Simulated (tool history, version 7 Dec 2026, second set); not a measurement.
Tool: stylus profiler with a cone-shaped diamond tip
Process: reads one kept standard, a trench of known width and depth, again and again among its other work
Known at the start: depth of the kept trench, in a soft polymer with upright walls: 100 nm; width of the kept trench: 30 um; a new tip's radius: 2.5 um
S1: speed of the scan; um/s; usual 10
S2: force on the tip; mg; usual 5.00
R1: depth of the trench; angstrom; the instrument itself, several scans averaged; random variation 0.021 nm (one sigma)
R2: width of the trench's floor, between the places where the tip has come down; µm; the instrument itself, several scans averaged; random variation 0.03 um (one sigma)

run 1 day=0.000 | S1=10 S2=5.00 | R1=1014.5 R2=28.44
run 2 day=2.354 | S1=10 S2=5.00 | R1=1015.0 R2=28.44
run 3 day=4.658 | S1=10 S2=5.00 | R1=1014.5 R2=28.45
run 4 day=7.979 | S1=10 S2=5.00 | R1=1014.6 R2=28.44
run 5 day=9.858 | S1=10 S2=5.00 | R1=1014.2 R2=28.44
run 6 day=13.212 | S1=10 S2=5.00 | R1=1014.3 R2=28.41
run 7 day=15.871 | S1=10 S2=6.40 | R1=1016.9 R2=28.36
run 8 day=18.562 | S1=9 S2=6.40 | R1=1017.2 R2=28.38
run 9 day=19.950 | S1=9 S2=4.69 | R1=1013.1 R2=28.34
run 10 day=21.696 | S1=9 S2=4.69 | R1=1013.0 R2=28.42
run 11 day=23.371 | S1=9 S2=5.00 | R1=1013.7 R2=28.34
run 12 day=25.908 | S1=9 S2=2.78 | R1=1008.0 R2=28.32
run 13 day=27.850 | S1=10 S2=5.00 | R1=1013.3 R2=28.36
run 14 day=31.192 | S1=10 S2=5.00 | R1=1013.5 R2=28.33
run 15 day=34.379 | S1=10 S2=5.00 | R1=1013.3 R2=28.32
run 16 day=37.092 | S1=20 S2=5.00 | R1=1012.8 R2=28.28
run 17 day=38.592 | S1=11 S2=5.00 | R1=1013.1 R2=28.34
run 18 day=41.100 | S1=9 S2=5.00 | R1=1017.0 R2=28.32
run 19 day=44.371 | S1=6 S2=5.00 | R1=1017.7 R2=28.35
run 20 day=45.750 | S1=8 S2=9.92 | R1=1026.9 R2=28.28
run 21 day=47.567 | S1=8 S2=9.92 | R1=1026.5 R2=28.32
run 22 day=49.892 | S1=8 S2=9.92 | R1=1026.9 R2=28.33
run 23 day=52.196 | S1=37 S2=5.08 | R1=1016.2 R2=28.22
run 24 day=54.988 | S1=37 S2=5.08 | R1=1016.9 R2=28.23
run 25 day=57.496 | S1=3 S2=8.69 | R1=1024.2 R2=28.26
run 26 day=60.567 | S1=3 S2=8.69 | R1=1023.7 R2=28.27
run 27 day=62.246 | S1=2 S2=4.43 | R1=1014.7 R2=28.30
run 28 day=65.438 | S1=3 S2=3.43 | R1=1012.2 R2=28.29
run 29 day=68.183 | S1=4 S2=11.24 | R1=1027.7 R2=28.19
run 30 day=69.967 | S1=10 S2=2.16 | R1=1008.0 R2=28.20
run 31 day=71.608 | S1=10 S2=2.16 | R1=1008.3 R2=28.22
run 32 day=73.292 | S1=10 S2=2.16 | R1=1008.1 R2=28.25
run 33 day=74.879 | S1=10 S2=2.16 | R1=1007.8 R2=28.23
run 34 day=77.658 | S1=6 S2=3.09 | R1=1010.7 R2=28.23

Taken out of this log: 1 entry between the listed runs. Where each belongs, and how the hidden state differs across it:
Between runs 17 and 18: height scale calibrated on a step standard (day 39.592)
  radius of the tip, um: 3.53 -> 3.56; height scale over the true one, %: -0.402 -> -0.009
  measured less the result without the state, R1: -4.1 -> -0.1 angstrom; R2: -0.27 -> -0.28 µm

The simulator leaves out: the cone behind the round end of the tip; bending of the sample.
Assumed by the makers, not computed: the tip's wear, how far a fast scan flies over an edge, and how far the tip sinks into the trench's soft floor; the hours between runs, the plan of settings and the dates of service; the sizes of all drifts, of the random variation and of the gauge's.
